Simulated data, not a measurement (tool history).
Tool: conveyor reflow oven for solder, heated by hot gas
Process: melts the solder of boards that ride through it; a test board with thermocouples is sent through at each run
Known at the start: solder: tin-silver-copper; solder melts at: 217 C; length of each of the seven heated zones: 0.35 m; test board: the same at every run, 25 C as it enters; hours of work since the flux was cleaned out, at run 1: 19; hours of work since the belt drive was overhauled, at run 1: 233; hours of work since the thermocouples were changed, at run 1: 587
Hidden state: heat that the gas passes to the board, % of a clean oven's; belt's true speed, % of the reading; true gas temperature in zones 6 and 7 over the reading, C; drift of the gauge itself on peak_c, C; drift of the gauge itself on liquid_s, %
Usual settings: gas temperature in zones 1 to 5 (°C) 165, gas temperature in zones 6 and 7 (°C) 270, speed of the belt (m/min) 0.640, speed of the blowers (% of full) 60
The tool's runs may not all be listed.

run   hour  gas temperature in zones 1 to 5 (°C)  gas temperature in zones 6 and 7 (°C)  speed of the belt (m/min)  speed of the blowers (% of full)  hours of work since the flux was cleaned out  hours of work since the belt drive was overhauled  hours of work since the thermocouples were changed  highest temperature of the board (°C)  time above the solder's melting point (s)
  1    0.0                                   165                                    270                      0.640                                60                                            19                                                233                                                 587                                  255.8                                       49.5
      19.4  -- thermocouples of zones 6 and 7 changed
  2   30.5                                   165                                    270                      0.640                                70                                            42                                                256                                                   9                                  256.9                                       50.4
  3   61.1                                   165                                    270                      0.640                                70                                            66                                                281                                                  33                                  257.0                                       50.7
  4   91.8                                   165                                    270                      0.640                                70                                            90                                                305                                                  58                                  257.0                                       50.5
  5  112.2                                   165                                    270                      0.640                                70                                           107                                                321                                                  74                                  256.8                                       49.9
  6  140.7                                   165                                    270                      0.643                                60                                           129                                                344                                                  97                                  255.1                                       48.9
  7  160.9                                   165                                    270                      0.640                                60                                           146                                                360                                                 113                                  255.6                                       49.2
  8  186.5                                   165                                    270                      0.640                                60                                           166                                                381                                                 133                                  255.3                                       49.6
  9  200.7                                   165                                    270                      0.640                                61                                           177                                                392                                                 144                                  255.6                                       48.9
 10  215.7                                   165                                    270                      0.640                                61                                           189                                                404                                                 156                                  255.5                                       49.1
 11  233.0                                   165                                    268                      0.640                                60                                           203                                                418                                                 170                                  254.0                                       48.3
     251.0  -- flux residue cleaned out of gas plates and filters
 12  257.5                                   165                                    268                      0.640                                60                                             5                                                433                                                 186                                  253.6                                       47.7
 13  278.9                                   165                                    268                      0.640                                60                                            22                                                450                                                 203                                  254.3                                       48.0
 14  293.4                                   165                                    268                      0.640                                60                                            34                                                462                                                 214                                  253.9                                       48.2
 15  316.7                                   165                                    270                      0.640                                67                                            52                                                480                                                 233                                  256.8                                       50.1
 16  331.3                                   159                                    260                      0.600                                56                                            64                                                492                                                 244                                  246.7                                       45.8
 17  348.4                                   159                                    260                      0.600                                56                                            78                                                505                                                 258                                  246.4                                       45.5
 18  374.2                                   166                                    270                      0.640                                81                                            98                                                526                                                 279                                  258.6                                       51.3
 19  401.6                                   165                                    276                      0.739                                61                                           120                                                548                                                 301                                  255.8                                       42.0
 20  426.6                                   179                                    258                      0.737                                79                                           140                                                568                                                 320                                  245.8                                       41.2
 21  447.2                                   177                                    258                      0.737                                78                                           156                                                584                                                 337                                  245.2                                       39.9
 22  460.8                                   165                                    263                      0.640                                60                                           167                                                595                                                 348                                  249.1                                       44.9
 23  490.7                                   165                                    263                      0.640                                60                                           191                                                619                                                 372                                  249.3                                       45.2
     524.8  -- flux residue cleaned out of gas plates and filters
 24  525.0                                   169                                    268                      0.519                                60                                             0                                                642                                                 395                                  259.8                                       66.5
 25  552.8                                   165                                    267                      0.640                                55                                            22                                                664                                                 417                                  251.7                                       47.0
 26  580.4                                   165                                    267                      0.640                                55                                            44                                                686                                                 439                                  251.8                                       46.9
 27  602.8                                   171                                    272                      0.544                                62                                            62                                                704                                                 457                                  262.6                                       65.3
 28  620.5                                   165                                    270                      0.640                                84                                            76                                                718                                                 471                                  258.7                                       51.6
 29  648.0                                   165                                    262                      0.640                                60                                            98                                                740                                                 493                                  248.3                                       44.8
 30  678.6                                   165                                    269                      0.565                                62                                           123                                                765                                                 517                                  258.7                                       58.8

4 ways to go on from here, each from the tool as it stands after run 30. What would each give?
  A  695.4                                   177                                    272                      0.640                                86                                           136                                                778                                                 531                                      ?                                          ?
  B  695.4                                   162                                    276                      0.727                                60                                           136                                                778                                                 531                                      ?                                          ?
  C  695.4                                   165                                    273                      0.511                                59                                           136                                                778                                                 531                                      ?                                          ?
  D  695.4                                   165                                    259                      0.637                                60                                           136                                                778                                                 531                                      ?                                          ?

run  highest temperature of the board (°C)  time above the solder's melting point (s)
  A                                  262.3                                       56.1
  B                                  255.9                                       41.8
  C                                  264.2                                       68.3
  D                                  246.0                                       43.1
Without the tool's hidden state the same runs would have given:
run  highest temperature of the board (°C)  time above the solder's melting point (s)
  A                                  262.3                                       56.0
  B                                  255.9                                       41.7
  C                                  264.2                                       68.2
  D                                  245.9                                       43.0
